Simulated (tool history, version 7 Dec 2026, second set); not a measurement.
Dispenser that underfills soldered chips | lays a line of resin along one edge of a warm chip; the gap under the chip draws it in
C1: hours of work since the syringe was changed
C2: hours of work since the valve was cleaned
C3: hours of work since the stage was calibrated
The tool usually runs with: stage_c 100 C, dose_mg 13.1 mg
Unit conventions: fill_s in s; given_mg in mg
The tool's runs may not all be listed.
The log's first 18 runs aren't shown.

At hour 94.9: new syringe of resin.
Run 19, hour 95.6: usual settings but stage_c 113 C, dose_mg 14.8 mg; C1 1; C2 18; C3 183. Result: fill_s 109.7 s, given_mg 14.72 mg.
Run 20, hour 99.0: usual settings but stage_c 94 C, dose_mg 16.9 mg; C1 3; C2 20; C3 186. Result: fill_s 211.8 s, given_mg 16.72 mg.
Run 21, hour 102.2: usual settings but stage_c 94 C, dose_mg 16.9 mg; C1 5; C2 23; C3 188. Result: fill_s 230.1 s, given_mg 16.75 mg.
At hour 104.5: new syringe of resin.
Run 22, hour 105.5: usual settings but stage_c 92 C; C1 1; C2 25; C3 190. Result: fill_s 211.2 s, given_mg 12.95 mg.
Run 23, hour 110.1: usual settings but stage_c 85 C, dose_mg 16.7 mg; C1 4; C2 28; C3 193. Result: fill_s 296.3 s, given_mg 16.52 mg.
Run 24, hour 113.3: usual settings but stage_c 86 C, dose_mg 15.3 mg; C1 6; C2 30; C3 196. Result: fill_s 317.9 s, given_mg 14.99 mg.
At hour 113.9: new syringe of resin.
Run 25, hour 118.6: usual settings but stage_c 86 C, dose_mg 16.5 mg; C1 3; C2 34; C3 199. Result: fill_s 280.0 s, given_mg 16.25 mg.
At hour 123.5: new syringe of resin.
Run 26, hour 123.9: usual settings but stage_c 86 C, dose_mg 16.5 mg; C1 0; C2 37; C3 203. Result: fill_s 237.9 s, given_mg 16.10 mg.
Run 27, hour 128.8: usual settings but stage_c 86 C, dose_mg 16.5 mg; C1 4; C2 41; C3 206. Result: fill_s 279.1 s, given_mg 16.15 mg.
At hour 133.1: new syringe of resin.
Run 28, hour 134.7: usual settings but stage_c 86 C, dose_mg 11.5 mg; C1 1; C2 45; C3 210. Result: fill_s 260.5 s, given_mg 11.13 mg.
Run 29, hour 140.5: usual settings but stage_c 99 C, dose_mg 13.3 mg; C1 5; C2 49; C3 214. Result: fill_s 204.5 s, given_mg 12.91 mg.
At hour 142.6: new syringe of resin.
Run 30, hour 145.0: usual settings but stage_c 99 C, dose_mg 13.3 mg; C1 2; C2 52; C3 217. Result: fill_s 172.5 s, given_mg 12.79 mg.
Run 31, hour 148.1: usual settings but stage_c 107 C, dose_mg 13.2 mg; C1 4; C2 54; C3 219. Result: fill_s 153.5 s, given_mg 12.83 mg.
At hour 152.0: new syringe of resin.
Run 32, hour 152.3: usual settings but stage_c 107 C, dose_mg 13.2 mg; C1 0; C2 57; C3 222. Result: fill_s 130.4 s, given_mg 12.63 mg.

Predict each of these 5 candidate next runs independently; none follows another, all start after run 32:
Run A, hour 158.3: usual settings but stage_c 105 C, dose_mg 11.9 mg; C1 4; C2 61; C3 226. Result: fill_s ?, given_mg ?.
Run B, hour 158.3: usual settings but stage_c 111 C, dose_mg 11.8 mg; C1 4; C2 61; C3 226. Result: fill_s ?, given_mg ?.
Run C, hour 158.3: usual settings but stage_c 90 C, dose_mg 16.8 mg; C1 4; C2 61; C3 226. Result: fill_s ?, given_mg ?.
Run D, hour 158.3: usual settings but dose_mg 16.5 mg; C1 4; C2 61; C3 226. Result: fill_s ?, given_mg ?.
Run E, hour 158.3: usual settings but stage_c 85 C, dose_mg 15.7 mg; C1 4; C2 61; C3 226. Result: fill_s ?, given_mg ?.

run  fill_s  given_mg
  A   172.2     11.26
  B   145.2     11.36
  C   255.8     16.19
  D   193.6     15.74
  E   301.7     15.06
With the hidden condition removed and each run's random variation left untouched, the same runs would have given:
run  fill_s  given_mg
  A   143.2     11.75
  B   120.6     11.85
  C   215.2     16.88
  D   162.6     16.42
  E   253.9     15.71
